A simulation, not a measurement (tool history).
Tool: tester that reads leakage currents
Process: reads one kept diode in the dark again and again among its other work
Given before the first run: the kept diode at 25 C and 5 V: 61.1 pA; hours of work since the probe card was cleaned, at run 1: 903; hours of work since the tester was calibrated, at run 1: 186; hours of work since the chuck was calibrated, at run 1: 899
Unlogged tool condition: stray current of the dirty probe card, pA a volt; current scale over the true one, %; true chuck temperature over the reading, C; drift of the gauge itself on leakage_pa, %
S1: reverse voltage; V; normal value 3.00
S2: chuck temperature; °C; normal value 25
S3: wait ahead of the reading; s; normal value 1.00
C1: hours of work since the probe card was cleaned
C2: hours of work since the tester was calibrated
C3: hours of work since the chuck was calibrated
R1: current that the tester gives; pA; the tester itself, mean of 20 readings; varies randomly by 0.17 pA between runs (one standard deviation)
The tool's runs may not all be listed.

Run 1, hour 0.0: usual settings; C1 903; C2 186; C3 899. Result: R1 60.10 pA.
Run 2, hour 49.1: usual settings but S3 4.38 s; C1 927; C2 211; C3 924. Result: R1 59.50 pA.
Run 3, hour 117.7: usual settings but S3 4.38 s; C1 961; C2 245; C3 958. Result: R1 59.54 pA.
Run 4, hour 147.1: usual settings but S2 44 °C; C1 976; C2 260; C3 973. Result: R1 263.81 pA.
Run 5, hour 192.5: usual settings but S1 2.33 V; C1 999; C2 282; C3 995. Result: R1 55.53 pA.
Run 6, hour 262.0: usual settings; C1 1033; C2 317; C3 1030. Result: R1 61.24 pA.
Run 7, hour 291.9: usual settings but S1 3.04 V; C1 1048; C2 332; C3 1045. Result: R1 61.68 pA.
Run 8, hour 343.8: usual settings but S1 3.04 V; C1 1074; C2 358; C3 1071. Result: R1 61.50 pA.
Run 9, hour 390.6: usual settings but S1 3.04 V; C1 1098; C2 381; C3 1094. Result: R1 61.96 pA.
Run 10, hour 447.7: usual settings but S1 3.04 V; C1 1126; C2 410; C3 1123. Result: R1 62.66 pA.
Run 11, hour 503.3: usual settings but S1 3.04 V; C1 1154; C2 438; C3 1151. Result: R1 62.81 pA.
Run 12, hour 556.6: usual settings; C1 1181; C2 464; C3 1177. Result: R1 62.63 pA.
Run 13, hour 623.5: usual settings; C1 1214; C2 498; C3 1211. Result: R1 63.05 pA.
Run 14, hour 659.0: usual settings; C1 1232; C2 515; C3 1228. Result: R1 63.00 pA.
Run 15, hour 693.3: usual settings; C1 1249; C2 532; C3 1245. Result: R1 63.50 pA.
Run 16, hour 736.1: usual settings but S3 1.37 s; C1 1270; C2 554; C3 1267. Result: R1 63.19 pA.
Run 17, hour 790.9: usual settings but S3 1.37 s; C1 1297; C2 581; C3 1294. Result: R1 63.55 pA.
Run 18, hour 826.7: usual settings but S3 1.37 s; C1 1315; C2 599; C3 1312. Result: R1 63.57 pA.
Run 19, hour 877.2: usual settings but S2 59 °C; C1 1341; C2 624; C3 1337. Result: R1 802.05 pA.
Run 20, hour 906.9: usual settings but S2 50 °C; C1 1355; C2 639; C3 1352. Result: R1 422.20 pA.
Run 21, hour 952.1: usual settings but S2 50 °C; C1 1378; C2 662; C3 1375. Result: R1 423.94 pA.
Run 22, hour 999.2: usual settings but S1 1.56 V, S2 24 °C; C1 1402; C2 685; C3 1398. Result: R1 46.77 pA.
Run 23, hour 1042.1: usual settings but S1 3.73 V, S2 30 °C, S3 7.42 s; C1 1423; C2 706; C3 1420. Result: R1 101.33 pA.
Run 24, hour 1094.0: usual settings but S1 2.01 V, S2 23 °C, S3 0.63 s; C1 1449; C2 732; C3 1445. Result: R1 47.98 pA.
Run 25, hour 1138.4: usual settings but S1 4.36 V, S2 33 °C, S3 9.88 s; C1 1471; C2 755; C3 1468. Result: R1 135.50 pA.
Run 26, hour 1184.0: usual settings but S1 4.36 V, S2 33 °C, S3 9.88 s; C1 1494; C2 777; C3 1490. Result: R1 136.41 pA.
Run 27, hour 1219.2: usual settings but S1 4.36 V, S2 42 °C, S3 9.88 s; C1 1511; C2 795; C3 1508. Result: R1 266.29 pA.
Run 28, hour 1286.8: usual settings but S1 2.27 V, S2 24 °C, S3 3.10 s; C1 1545; C2 829; C3 1542. Result: R1 54.24 pA.
Run 29, hour 1332.7: usual settings but S1 1.15 V, S2 31 °C, S3 3.10 s; C1 1568; C2 852; C3 1565. Result: R1 74.14 pA.
At hour 1340.1: probe card cleaned and baked.
Run 30, hour 1382.5: usual settings but S1 5.01 V, S2 31 °C, S3 3.10 s; C1 21; C2 875; C3 1588. Result: R1 111.84 pA.
Run 31, hour 1430.9: usual settings but S1 5.01 V, S2 53 °C, S3 4.81 s; C1 45; C2 899; C3 1612. Result: R1 611.62 pA.
At hour 1442.8: chuck's temperature calibrated.
Run 32, hour 1472.9: usual settings but S1 5.32 V, S2 56 °C; C1 65; C2 919; C3 15. Result: R1 721.99 pA.
Run 33, hour 1501.5: usual settings but S1 5.32 V, S2 56 °C; C1 80; C2 933; C3 29. Result: R1 722.14 pA.
Run 34, hour 1533.2: usual settings but S1 2.31 V, S2 57 °C, S3 6.01 s; C1 95; C2 949; C3 45. Result: R1 600.00 pA.
Run 35, hour 1585.2: usual settings but S1 2.31 V, S2 57 °C, S3 0.83 s; C1 121; C2 975; C3 71. Result: R1 603.14 pA.
Run 36, hour 1640.8: usual settings but S1 2.31 V, S2 57 °C, S3 0.83 s; C1 149; C2 1003; C3 99. Result: R1 606.26 pA.
Run 37, hour 1712.1: usual settings but S2 56 °C; C1 185; C2 1039; C3 134. Result: R1 615.93 pA.
Run 38, hour 1759.3: usual settings but S1 2.16 V, S2 46 °C; C1 208; C2 1062; C3 158. Result: R1 266.66 pA.
Run 39, hour 1826.4: usual settings but S1 1.12 V; C1 242; C2 1096; C3 192. Result: R1 40.43 pA.

5 options for the next run, each taken on its own from the tool as it stands now. Forecast them:
Run A, hour 1869.6: usual settings but S3 9.84 s; C1 263; C2 1117; C3 213. Result: R1 ?.
Run B, hour 1869.6: usual settings but S1 8.67 V; C1 263; C2 1117; C3 213. Result: R1 ?.
Run C, hour 1869.6: usual settings but S1 11.33 V, S2 29 °C, S3 8.87 s; C1 263; C2 1117; C3 213. Result: R1 ?.
Run D, hour 1869.6: usual settings but S1 12.46 V, S2 26 °C; C1 263; C2 1117; C3 213. Result: R1 ?.
Run E, hour 1869.6: usual settings but S1 2.32 V, S2 40 °C, S3 0.33 s; C1 263; C2 1117; C3 213. Result: R1 ?.

run      R1
  A   54.95
  B   81.01
  C  117.82
  D   99.85
  E  174.22
With no hidden state in the tool, these same runs would have given:
run      R1
  A   52.71
  B   75.75
  C  110.78
  D   92.55
  E  170.64
